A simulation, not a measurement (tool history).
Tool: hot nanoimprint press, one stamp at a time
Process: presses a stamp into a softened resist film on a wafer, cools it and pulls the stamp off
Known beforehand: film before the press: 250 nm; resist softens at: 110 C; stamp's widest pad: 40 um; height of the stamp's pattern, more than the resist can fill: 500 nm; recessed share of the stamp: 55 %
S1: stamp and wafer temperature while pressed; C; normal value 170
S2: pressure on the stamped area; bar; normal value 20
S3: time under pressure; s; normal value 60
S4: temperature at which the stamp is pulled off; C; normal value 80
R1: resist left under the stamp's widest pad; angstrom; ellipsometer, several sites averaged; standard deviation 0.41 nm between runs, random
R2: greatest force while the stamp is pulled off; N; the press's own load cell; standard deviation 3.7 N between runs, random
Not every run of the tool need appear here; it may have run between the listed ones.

run 1 day=0 | S1=170 S2=20 S3=60 S4=80 | R1=1140 R2=194
run 2 day=1.129 | S1=179 S2=20 S3=60 S4=80 | R1=765 R2=198
run 3 day=1.871 | S1=170 S2=20 S3=58 S4=80 | R1=1156 R2=196
run 4 day=3.175 | S1=170 S2=20 S3=58 S4=80 | R1=1148 R2=203
run 5 day=4.008 | S1=170 S2=20 S3=60 S4=80 | R1=1142 R2=204
run 6 day=4.958 | S1=170 S2=20 S3=60 S4=80 | R1=1133 R2=196
run 7 day=6.671 | S1=170 S2=20 S3=60 S4=80 | R1=1142 R2=201
run 8 day=7.896 | S1=170 S2=20 S3=60 S4=80 | R1=1138 R2=198
-- day=8.442 stamp cleaned and given a new release coat
run 9 day=9.133 | S1=170 S2=20 S3=60 S4=80 | R1=1130 R2=190
run 10 day=9.9 | S1=170 S2=20 S3=60 S4=80 | R1=1131 R2=196
run 11 day=11.475 | S1=170 S2=20 S3=60 S4=80 | R1=1133 R2=200
run 12 day=12.258 | S1=170 S2=20 S3=60 S4=80 | R1=1132 R2=207
run 13 day=13.888 | S1=170 S2=20 S3=60 S4=80 | R1=1122 R2=196
run 14 day=14.996 | S1=170 S2=20 S3=60 S4=80 | R1=1130 R2=196
run 15 day=15.892 | S1=170 S2=20 S3=60 S4=80 | R1=1129 R2=205
run 16 day=16.758 | S1=170 S2=20 S3=60 S4=80 | R1=1121 R2=196
run 17 day=18.046 | S1=163 S2=30.9 S3=30 S4=73 | R1=1569 R2=211
run 18 day=19.346 | S1=163 S2=30.9 S3=30 S4=73 | R1=1566 R2=223
-- day=19.567 plate thermocouple calibrated
run 19 day=20.842 | S1=158 S2=30.9 S3=67 S4=85 | R1=1518 R2=184
run 20 day=21.558 | S1=161 S2=31.4 S3=91 S4=80 | R1=1196 R2=194
run 21 day=22.375 | S1=175 S2=20 S3=59 S4=79 | R1=907 R2=201
run 22 day=23.158 | S1=170 S2=15.3 S3=95 S4=80 | R1=1074 R2=204
run 23 day=24.55 | S1=181 S2=18.9 S3=89 S4=82 | R1=607 R2=194
run 24 day=26.042 | S1=181 S2=18.9 S3=89 S4=82 | R1=602 R2=193
run 25 day=26.792 | S1=163 S2=20 S3=55 S4=75 | R1=1536 R2=212
run 26 day=27.746 | S1=163 S2=31.2 S3=71 S4=75 | R1=1190 R2=219
-- day=28.129 stamp cleaned and given a new release coat
run 27 day=28.733 | S1=170 S2=20 S3=60 S4=75 | R1=1123 R2=208
run 28 day=30.154 | S1=170 S2=20 S3=60 S4=75 | R1=1117 R2=211
run 29 day=31.267 | S1=170 S2=29.3 S3=45 S4=75 | R1=1032 R2=210

What if the next run were any one of these 3? Each begins from the tool's condition after run 29:
-- day=32.367 gauge calibrated
run A day=32.367 | S1=170 S2=29.3 S3=45 S4=87 | R1=? R2=?
-- day=32.367 gauge calibrated
run B day=32.367 | S1=170 S2=28.5 S3=45 S4=82 | R1=? R2=?
-- day=32.367 gauge calibrated
run C day=32.367 | S1=168 S2=20 S3=60 S4=80 | R1=? R2=?

run=A R1=1054 R2=178
run=B R1=1078 R2=194
run=C R1=1247 R2=199
Stripped of hidden state, with their random variation kept, the same runs would have yielded:
run=A R1=1054 R2=177
run=B R1=1078 R2=193
run=C R1=1248 R2=199
